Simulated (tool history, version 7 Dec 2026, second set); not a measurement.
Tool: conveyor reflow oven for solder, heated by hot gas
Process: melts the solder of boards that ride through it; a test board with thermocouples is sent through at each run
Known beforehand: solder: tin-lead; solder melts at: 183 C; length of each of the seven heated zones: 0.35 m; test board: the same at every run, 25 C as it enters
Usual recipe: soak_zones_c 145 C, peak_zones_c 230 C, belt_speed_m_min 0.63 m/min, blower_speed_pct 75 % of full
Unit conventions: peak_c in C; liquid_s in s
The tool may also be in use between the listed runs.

| run | day | soak_zones_c | peak_zones_c | belt_speed_m_min | blower_speed_pct | peak_c | liquid_s |
|---|---|---|---|---|---|---|---|
| 1 | 0 | 145 | 230 | 0.63 | 75 | 218.3 | 53.7 |
| 2 | 2.408 | 145 | 230 | 0.63 | 75 | 218.6 | 53.2 |
| 3 | 4.188 | 145 | 230 | 0.63 | 75 | 217.6 | 53.4 |
| 4 | 6.117 | 145 | 230 | 0.63 | 75 | 217.6 | 52.5 |
| 5 | 7.825 | 145 | 230 | 0.63 | 80 | 217.9 | 53.4 |
| 6 | 9.229 | 145 | 230 | 0.63 | 80 | 218.4 | 53.5 |
| 7 | 10.792 | 145 | 230 | 0.63 | 80 | 217.2 | 52.7 |
| 8 | 13.408 | 145 | 223 | 0.63 | 75 | 209.4 | 46.9 |
| 9 | 15.196 | 145 | 223 | 0.63 | 75 | 209.4 | 46.3 |
| 10 | 17.288 | 145 | 223 | 0.63 | 75 | 208.6 | 46.3 |
| 11 | 19.212 | 145 | 223 | 0.63 | 75 | 209.3 | 45.9 |
| 12 | 21.712 | 145 | 230 | 0.633 | 75 | 213.9 | 50.4 |
| 13 | 24.121 | 145 | 230 | 0.633 | 75 | 219 | 53.6 |
| 14 | 25.738 | 145 | 230 | 0.633 | 75 | 217.7 | 53.1 |
| 15 | 27.288 | 143 | 230 | 0.63 | 75 | 218.1 | 52.5 |
| 16 | 29.25 | 143 | 230 | 0.708 | 73 | 213.3 | 43 |
| 17 | 31.308 | 143 | 230 | 0.708 | 73 | 213.7 | 42.9 |
| 18 | 33.933 | 146 | 239 | 0.52 | 71 | 229.8 | 71.9 |
| 19 | 35.783 | 146 | 239 | 0.52 | 71 | 229.4 | 72.4 |
| 20 | 38.329 | 146 | 239 | 0.52 | 71 | 229.5 | 72.3 |
| 21 | 39.883 | 146 | 239 | 0.52 | 71 | 229 | 72.4 |
| 22 | 42.529 | 152 | 240 | 0.658 | 71 | 223.2 | 55.7 |
| 23 | 44.088 | 152 | 221 | 0.658 | 62 | 205.4 | 42.2 |
| 24 | 46.546 | 152 | 221 | 0.658 | 62 | 204.4 | 42 |
| 25 | 48.6 | 148 | 229 | 0.63 | 75 | 219.4 | 54.8 |
| 26 | 51.433 | 145 | 229 | 0.63 | 75 | 219 | 53.7 |
| 27 | 53.104 | 157 | 242 | 0.718 | 75 | 227.2 | 54.7 |
| 28 | 54.433 | 141 | 242 | 0.718 | 87 | 224.9 | 49.4 |
| 29 | 56.712 | 132 | 242 | 0.718 | 79 | 220.9 | 43.9 |

Taken out of this log: 5 entries between the listed runs. Where each belongs, and how the hidden state differs across it:
Runs 6 to 7: thermocouples of zones 6 and 7 changed (day 9.783)
  heat that the gas passes to the board, % of a clean oven's: 91.4 -> 90.5; belt's true speed, % of the reading: 99.53 -> 99.51; true gas temperature in zones 6 and 7 over the reading, C: 1.72 -> 0.46
  the result without the hidden state subtracted from the measured one, peak_c: -0.4 -> -1.7 C; liquid_s: -0.4 -> -1.3 s
Runs 12 to 13: flux residue cleaned out of gas plates and filters (day 22.962)
  heat that the gas passes to the board, % of a clean oven's: 84.1 -> 99; belt's true speed, % of the reading: 99.31 -> 99.27; true gas temperature in zones 6 and 7 over the reading, C: 1.04 -> 1.15
  the result without the hidden state subtracted from the measured one, peak_c: -3 -> +1 C; liquid_s: -2.4 -> +0.9 s
Runs 13 to 14: belt drive overhauled, speed set with a stopwatch (day 25.238)
  heat that the gas passes to the board, % of a clean oven's: 99 -> 98; belt's true speed, % of the reading: 99.27 -> 100.05; true gas temperature in zones 6 and 7 over the reading, C: 1.15 -> 1.23
  the result without the hidden state subtracted from the measured one, peak_c: +1 -> +0.6 C; liquid_s: +0.9 -> +0.2 s
Runs 24 to 25: flux residue cleaned out of gas plates and filters (day 47.958)
  heat that the gas passes to the board, % of a clean oven's: 84.8 -> 98.9; belt's true speed, % of the reading: 99.7 -> 99.67; true gas temperature in zones 6 and 7 over the reading, C: 2.33 -> 2.43
  the result without the hidden state subtracted from the measured one, peak_c: -1.2 -> +2 C; liquid_s: -2.2 -> +1.3 s
Runs 27 to 28: thermocouples of zones 6 and 7 changed (day 53.542)
  heat that the gas passes to the board, % of a clean oven's: 95.9 -> 95; belt's true speed, % of the reading: 99.59 -> 99.57; true gas temperature in zones 6 and 7 over the reading, C: 2.67 -> -0.36
  the result without the hidden state subtracted from the measured one, peak_c: +1.3 -> -1.7 C; liquid_s: +0.8 -> -0.6 s
